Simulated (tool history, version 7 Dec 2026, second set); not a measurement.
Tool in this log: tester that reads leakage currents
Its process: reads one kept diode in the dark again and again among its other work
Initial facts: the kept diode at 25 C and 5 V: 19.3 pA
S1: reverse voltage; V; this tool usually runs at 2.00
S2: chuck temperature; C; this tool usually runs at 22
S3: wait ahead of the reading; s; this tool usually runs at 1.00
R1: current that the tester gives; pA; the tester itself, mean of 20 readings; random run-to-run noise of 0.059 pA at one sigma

{"run": 1, "hour": 0.0, "S1": 2.0, "S2": 22, "S3": 1.0, "R1": 11.93}
{"run": 2, "hour": 42.6, "S1": 2.0, "S2": 22, "S3": 1.0, "R1": 12.0}
{"run": 3, "hour": 87.0, "S1": 2.0, "S2": 22, "S3": 1.0, "R1": 12.03}
{"run": 4, "hour": 123.8, "S1": 2.0, "S2": 22, "S3": 3.61, "R1": 11.63}
{"run": 5, "hour": 164.6, "S1": 2.0, "S2": 22, "S3": 3.61, "R1": 11.6}
{"run": 6, "hour": 205.3, "S1": 10.75, "S2": 22, "S3": 3.61, "R1": 27.53}
{"run": 7, "hour": 243.0, "S1": 10.75, "S2": 22, "S3": 3.61, "R1": 27.58}
{"run": 8, "hour": 283.9, "S1": 10.75, "S2": 22, "S3": 3.61, "R1": 27.7}
{"run": 9, "hour": 318.1, "S1": 10.75, "S2": 22, "S3": 3.61, "R1": 27.79}
{"run": 10, "hour": 339.4, "S1": 10.75, "S2": 22, "S3": 3.61, "R1": 27.97}
{"run": 11, "hour": 368.9, "S1": 10.75, "S2": 22, "S3": 3.61, "R1": 27.88}
{"run": 12, "hour": 394.9, "S1": 2.0, "S2": 22, "S3": 4.4, "R1": 11.85}
{"run": 13, "hour": 438.7, "S1": 2.0, "S2": 22, "S3": 2.38, "R1": 11.9}
{"run": 14, "hour": 464.6, "S1": 17.89, "S2": 22, "S3": 2.38, "R1": 38.56}

Estimate the outcome of run 15 from the log above:
{"run": 15, "hour": 492.6, "S1": 2.0, "S2": 28, "S3": 9.36, "R1": "?"}

R1: 19.08 pA
With the hidden condition absent and the run-to-run variation left alone, this run would have shown R1 16.97 pA.

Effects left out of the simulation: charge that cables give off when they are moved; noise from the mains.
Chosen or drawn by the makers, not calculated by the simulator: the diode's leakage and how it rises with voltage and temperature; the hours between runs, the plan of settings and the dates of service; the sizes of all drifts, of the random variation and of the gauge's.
